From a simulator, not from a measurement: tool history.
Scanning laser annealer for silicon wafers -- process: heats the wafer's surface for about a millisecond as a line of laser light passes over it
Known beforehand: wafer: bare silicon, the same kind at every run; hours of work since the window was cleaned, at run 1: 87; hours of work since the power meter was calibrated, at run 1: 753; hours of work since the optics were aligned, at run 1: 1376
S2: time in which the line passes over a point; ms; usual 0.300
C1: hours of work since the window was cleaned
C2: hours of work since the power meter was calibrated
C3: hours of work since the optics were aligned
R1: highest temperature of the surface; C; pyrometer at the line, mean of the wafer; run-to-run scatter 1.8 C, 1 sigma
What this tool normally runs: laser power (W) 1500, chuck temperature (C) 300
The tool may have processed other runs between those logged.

{"run": 1, "hour": 0.0, "laser power (W)": 1500, "S2": 0.3, "chuck temperature (C)": 300, "C1": 87, "C2": 753, "C3": 1376, "R1": 982}
{"run": 2, "hour": 34.2, "laser power (W)": 1500, "S2": 0.3, "chuck temperature (C)": 300, "C1": 106, "C2": 771, "C3": 1395, "R1": 980}
{"run": 3, "hour": 57.9, "laser power (W)": 1500, "S2": 0.362, "chuck temperature (C)": 300, "C1": 119, "C2": 784, "C3": 1408, "R1": 1063}
{"run": 4, "hour": 84.9, "laser power (W)": 1500, "S2": 0.3, "chuck temperature (C)": 300, "C1": 134, "C2": 799, "C3": 1423, "R1": 984}
{"run": 5, "hour": 113.3, "laser power (W)": 1500, "S2": 0.214, "chuck temperature (C)": 300, "C1": 149, "C2": 815, "C3": 1438, "R1": 865}
{"run": 6, "hour": 148.1, "laser power (W)": 1500, "S2": 0.214, "chuck temperature (C)": 300, "C1": 169, "C2": 834, "C3": 1457, "R1": 863}
{"run": 7, "hour": 176.3, "laser power (W)": 1500, "S2": 0.214, "chuck temperature (C)": 300, "C1": 184, "C2": 849, "C3": 1473, "R1": 863}
{"run": 8, "hour": 201.4, "laser power (W)": 1500, "S2": 0.214, "chuck temperature (C)": 300, "C1": 198, "C2": 863, "C3": 1486, "R1": 861}
{"run": 9, "hour": 223.2, "laser power (W)": 1500, "S2": 0.214, "chuck temperature (C)": 300, "C1": 210, "C2": 875, "C3": 1498, "R1": 861}
{"run": 10, "hour": 257.5, "laser power (W)": 1500, "S2": 0.214, "chuck temperature (C)": 300, "C1": 229, "C2": 894, "C3": 1517, "R1": 860}
{"run": 11, "hour": 289.5, "laser power (W)": 1500, "S2": 0.214, "chuck temperature (C)": 300, "C1": 246, "C2": 912, "C3": 1535, "R1": 858}
{"hour": 302.6, "done": "optics aligned, line set to its width"}
{"run": 12, "hour": 319.3, "laser power (W)": 1500, "S2": 0.3, "chuck temperature (C)": 300, "C1": 260, "C2": 925, "C3": 9, "R1": 994}
{"run": 13, "hour": 358.2, "laser power (W)": 1500, "S2": 0.3, "chuck temperature (C)": 300, "C1": 281, "C2": 947, "C3": 30, "R1": 987}
{"run": 14, "hour": 376.2, "laser power (W)": 1500, "S2": 0.3, "chuck temperature (C)": 300, "C1": 291, "C2": 956, "C3": 40, "R1": 994}
{"run": 15, "hour": 393.4, "laser power (W)": 1500, "S2": 0.3, "chuck temperature (C)": 300, "C1": 300, "C2": 966, "C3": 50, "R1": 995}
{"run": 16, "hour": 421.1, "laser power (W)": 1350, "S2": 0.3, "chuck temperature (C)": 300, "C1": 316, "C2": 981, "C3": 65, "R1": 904}
{"run": 17, "hour": 439.6, "laser power (W)": 1500, "S2": 0.3, "chuck temperature (C)": 300, "C1": 326, "C2": 991, "C3": 75, "R1": 990}
{"run": 18, "hour": 473.9, "laser power (W)": 1542, "S2": 0.3, "chuck temperature (C)": 300, "C1": 345, "C2": 1010, "C3": 94, "R1": 1016}
{"run": 19, "hour": 509.3, "laser power (W)": 1542, "S2": 0.3, "chuck temperature (C)": 300, "C1": 364, "C2": 1029, "C3": 113, "R1": 1013}
{"hour": 534.7, "done": "window over the wafer cleaned"}
{"run": 20, "hour": 545.7, "laser power (W)": 1500, "S2": 0.3, "chuck temperature (C)": 300, "C1": 6, "C2": 1048, "C3": 132, "R1": 988}
{"run": 21, "hour": 580.9, "laser power (W)": 1628, "S2": 0.297, "chuck temperature (C)": 298, "C1": 25, "C2": 1068, "C3": 152, "R1": 1057}
{"run": 22, "hour": 612.7, "laser power (W)": 1628, "S2": 0.297, "chuck temperature (C)": 298, "C1": 43, "C2": 1085, "C3": 169, "R1": 1052}
{"run": 23, "hour": 635.9, "laser power (W)": 1429, "S2": 0.227, "chuck temperature (C)": 325, "C1": 56, "C2": 1098, "C3": 182, "R1": 872}
{"run": 24, "hour": 671.3, "laser power (W)": 1429, "S2": 0.227, "chuck temperature (C)": 325, "C1": 75, "C2": 1117, "C3": 201, "R1": 873}
{"hour": 694.4, "done": "window over the wafer cleaned, once more"}
{"run": 25, "hour": 700.0, "laser power (W)": 1429, "S2": 0.229, "chuck temperature (C)": 308, "C1": 3, "C2": 1132, "C3": 216, "R1": 873}
{"run": 26, "hour": 731.5, "laser power (W)": 1500, "S2": 0.264, "chuck temperature (C)": 315, "C1": 20, "C2": 1149, "C3": 233, "R1": 966}
{"run": 27, "hour": 772.2, "laser power (W)": 1392, "S2": 0.315, "chuck temperature (C)": 284, "C1": 43, "C2": 1171, "C3": 255, "R1": 938}
{"run": 28, "hour": 813.6, "laser power (W)": 1392, "S2": 0.31, "chuck temperature (C)": 279, "C1": 65, "C2": 1194, "C3": 278, "R1": 925}
{"run": 29, "hour": 855.6, "laser power (W)": 1392, "S2": 0.31, "chuck temperature (C)": 279, "C1": 88, "C2": 1217, "C3": 301, "R1": 925}
{"run": 30, "hour": 887.2, "laser power (W)": 1374, "S2": 0.3, "chuck temperature (C)": 300, "C1": 106, "C2": 1235, "C3": 319, "R1": 923}
{"run": 31, "hour": 921.7, "laser power (W)": 1374, "S2": 0.3, "chuck temperature (C)": 300, "C1": 125, "C2": 1253, "C3": 337, "R1": 922}
{"run": 32, "hour": 960.2, "laser power (W)": 1374, "S2": 0.3, "chuck temperature (C)": 300, "C1": 146, "C2": 1275, "C3": 359, "R1": 921}
{"run": 33, "hour": 984.4, "laser power (W)": 1374, "S2": 0.3, "chuck temperature (C)": 300, "C1": 159, "C2": 1288, "C3": 372, "R1": 921}
{"run": 34, "hour": 1007.2, "laser power (W)": 1500, "S2": 0.219, "chuck temperature (C)": 316, "C1": 172, "C2": 1300, "C3": 384, "R1": 896}
{"run": 35, "hour": 1025.3, "laser power (W)": 1291, "S2": 0.3, "chuck temperature (C)": 298, "C1": 182, "C2": 1310, "C3": 394, "R1": 869}
{"run": 36, "hour": 1055.1, "laser power (W)": 1291, "S2": 0.27, "chuck temperature (C)": 298, "C1": 198, "C2": 1327, "C3": 411, "R1": 838}
{"run": 37, "hour": 1090.4, "laser power (W)": 1541, "S2": 0.324, "chuck temperature (C)": 317, "C1": 217, "C2": 1346, "C3": 430, "R1": 1068}
{"run": 38, "hour": 1129.8, "laser power (W)": 1393, "S2": 0.241, "chuck temperature (C)": 283, "C1": 239, "C2": 1368, "C3": 452, "R1": 840}
{"run": 39, "hour": 1147.6, "laser power (W)": 1324, "S2": 0.243, "chuck temperature (C)": 295, "C1": 249, "C2": 1377, "C3": 461, "R1": 817}
{"run": 40, "hour": 1168.3, "laser power (W)": 1600, "S2": 0.24, "chuck temperature (C)": 324, "C1": 260, "C2": 1389, "C3": 473, "R1": 984}

How the hidden state differs across the entries between the runs, from the last listed run before each to the first after it:
After run 11, before run 12: optics aligned, line set to its width (hour 302.6)
  light that passes the window, % of a clean one's: 98.65 -> 98.57; width of the line over the set one, %: 3.81 -> 0.1
  measured result minus the result with no hidden state, R1: -20 -> -7 C
After run 19, before run 20: window over the wafer cleaned (hour 534.7)
  light that passes the window, % of a clean one's: 98.05 -> 97.75; laser's true power over the reading, %: 0.79 -> 0.8; width of the line over the set one, %: 0.34 -> 0.39
  measured result minus the result with no hidden state, R1: -13 -> -16 C
After run 24, before run 25: window over the wafer cleaned, once more (hour 694.4)
  light that passes the window, % of a clean one's: 97.41 -> 99.67; width of the line over the set one, %: 0.56 -> 0.59
  measured result minus the result with no hidden state, R1: -15 -> +1 C

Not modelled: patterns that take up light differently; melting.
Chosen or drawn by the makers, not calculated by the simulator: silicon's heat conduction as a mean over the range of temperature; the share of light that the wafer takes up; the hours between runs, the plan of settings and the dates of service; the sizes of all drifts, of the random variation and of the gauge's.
